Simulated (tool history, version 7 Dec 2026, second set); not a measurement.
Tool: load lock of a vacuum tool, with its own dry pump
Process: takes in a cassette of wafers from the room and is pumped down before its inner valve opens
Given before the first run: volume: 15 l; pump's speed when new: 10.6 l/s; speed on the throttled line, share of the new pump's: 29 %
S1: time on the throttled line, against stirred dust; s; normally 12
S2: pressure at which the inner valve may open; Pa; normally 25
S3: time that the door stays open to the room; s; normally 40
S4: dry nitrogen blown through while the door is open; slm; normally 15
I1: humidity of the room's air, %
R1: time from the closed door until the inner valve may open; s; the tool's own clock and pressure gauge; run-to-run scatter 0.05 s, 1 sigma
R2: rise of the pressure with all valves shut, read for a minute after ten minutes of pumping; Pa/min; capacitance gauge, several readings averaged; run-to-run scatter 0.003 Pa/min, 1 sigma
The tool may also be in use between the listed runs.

run,day,S1,S2,S3,S4,I1,R1,R2
1,0.000,12,25,40,15,45.3,21.17,0.082
2,3.783,12,25,56,15,43.2,21.17,0.081
3,7.938,12,25,56,15,40.9,21.05,0.089
4,12.200,12,25,56,15,44.9,21.07,0.095
5,16.688,12,25,56,15,44.8,21.14,0.092
6,21.508,12,25,56,15,44.1,21.18,0.096
7,23.517,12,25,40,15,43.1,21.27,0.090
8,27.862,12,25,40,15,46.3,21.15,0.091
9,30.612,12,25,40,15,43.3,21.14,0.092
10,33.108,12,25,40,15,47.6,21.06,0.098
11,35.092,10,25,40,15,43.1,19.85,0.088
12,38.104,10,25,40,15,46.6,19.78,0.093
13,41.583,12,39,40,15,47.1,20.53,0.094
14,45.483,12,39,40,15,46.9,20.55,0.092
15,49.100,12,39,40,15,41.3,20.44,0.091
16,53.117,12,39,40,15,44.2,20.47,0.098
17,55.950,12,39,40,15,41.9,20.46,0.099
18,57.996,12,39,40,15,46.0,20.50,0.102
19,62.592,12,39,40,15,46.6,20.50,0.101
20,67.329,12,39,40,15,44.4,20.50,0.103
21,71.888,12,25,50,15,43.8,21.22,0.106
22,75.200,12,25,50,15,45.5,21.28,0.118
23,77.642,8,40,214,15,45.7,17.71,0.170
24,82.267,13,22,59,17,45.5,22.10,0.110
25,84.883,14,50,40,15,42.2,21.45,0.108
26,88.875,14,50,40,15,43.9,21.56,0.112
27,91.933,14,50,40,15,44.5,21.48,0.114
28,95.858,15,28,40,12,45.1,23.25,0.118
29,99.583,21,24,239,15,44.3,27.45,0.172
30,104.450,12,42,82,15,46.3,20.45,0.138
31,107.633,13,24,69,38,44.7,22.08,0.107
32,111.292,12,19,40,15,49.6,21.75,0.126
33,116.175,7,18,32,17,44.9,18.56,0.116
34,119.796,12,21,40,15,42.3,21.56,0.123
35,123.167,15,25,40,22,44.6,23.37,0.112
36,127.042,15,21,52,9,45.5,23.65,0.137

Measured result minus the same run's result without the hidden state. Both carry the same run-to-run variation, though not necessarily the same gauge scatter:
Hidden state present: pump's speed, % of a new pump's; leak at the door's seal, Pa l/s; drift of the gauge itself on ready_s, %; drift of the gauge itself on rise_pa_min, %.
run,R1,R2
1,+0.73,+0.031
2,+0.74,+0.031
3,+0.75,+0.032
4,+0.75,+0.034
5,+0.77,+0.035
6,+0.78,+0.036
7,+0.78,+0.037
8,+0.79,+0.039
9,+0.79,+0.040
10,+0.80,+0.041
11,+0.86,+0.040
12,+0.86,+0.043
13,+0.78,+0.043
14,+0.79,+0.045
15,+0.80,+0.046
16,+0.80,+0.047
17,+0.82,+0.049
18,+0.82,+0.049
19,+0.83,+0.051
20,+0.84,+0.053
21,+0.88,+0.054
22,+0.89,+0.054
23,+0.94,+0.057
24,+0.89,+0.057
25,+0.73,+0.059
26,+0.74,+0.061
27,+0.74,+0.062
28,+0.82,+0.062
29,+0.66,+0.063
30,+0.87,+0.065
31,+0.93,+0.066
32,+1.04,+0.067
33,+1.20,+0.070
34,+1.01,+0.073
35,+0.89,+0.072
36,+0.92,+0.074
